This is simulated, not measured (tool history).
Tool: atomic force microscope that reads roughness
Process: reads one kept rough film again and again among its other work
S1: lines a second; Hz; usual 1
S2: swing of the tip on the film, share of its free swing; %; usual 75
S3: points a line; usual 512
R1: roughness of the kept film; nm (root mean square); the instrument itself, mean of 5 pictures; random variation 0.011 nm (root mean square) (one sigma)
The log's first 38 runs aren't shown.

run,hour,S1,S2,S3,R1
39,790.4,1.46,72,512,2.474
40,811.9,0.6,71,512,2.517
41,831.4,1,63,512,2.516
42,844.8,0.91,63,898,2.559
43,862.8,1,82,655,2.468
44,883.4,3,75,278,2.339
45,900.2,0.92,75,512,2.506
# hour 903.6: new tip fitted
46,916.2,1.77,85,268,2.332
47,945,2.83,63,407,2.486
48,963.2,2.83,63,407,2.456
49,987,1,81,321,2.442
50,1018.7,0.58,75,718,2.546
51,1046.9,0.58,75,718,2.526
52,1072.2,0.58,75,718,2.532
53,1101.5,1.49,56,569,2.515

4 ways to go on from here, each from the tool as it stands after run 53. What would each give?
A,1115.8,1,75,261,?
B,1115.8,1.49,56,685,?
C,1115.8,1.49,56,411,?
D,1115.8,1.49,65,570,?

run,R1
A,2.439
B,2.54
C,2.515
D,2.52
Without the tool's hidden state the same runs would have given:
run,R1
A,2.445
B,2.546
C,2.522
D,2.526
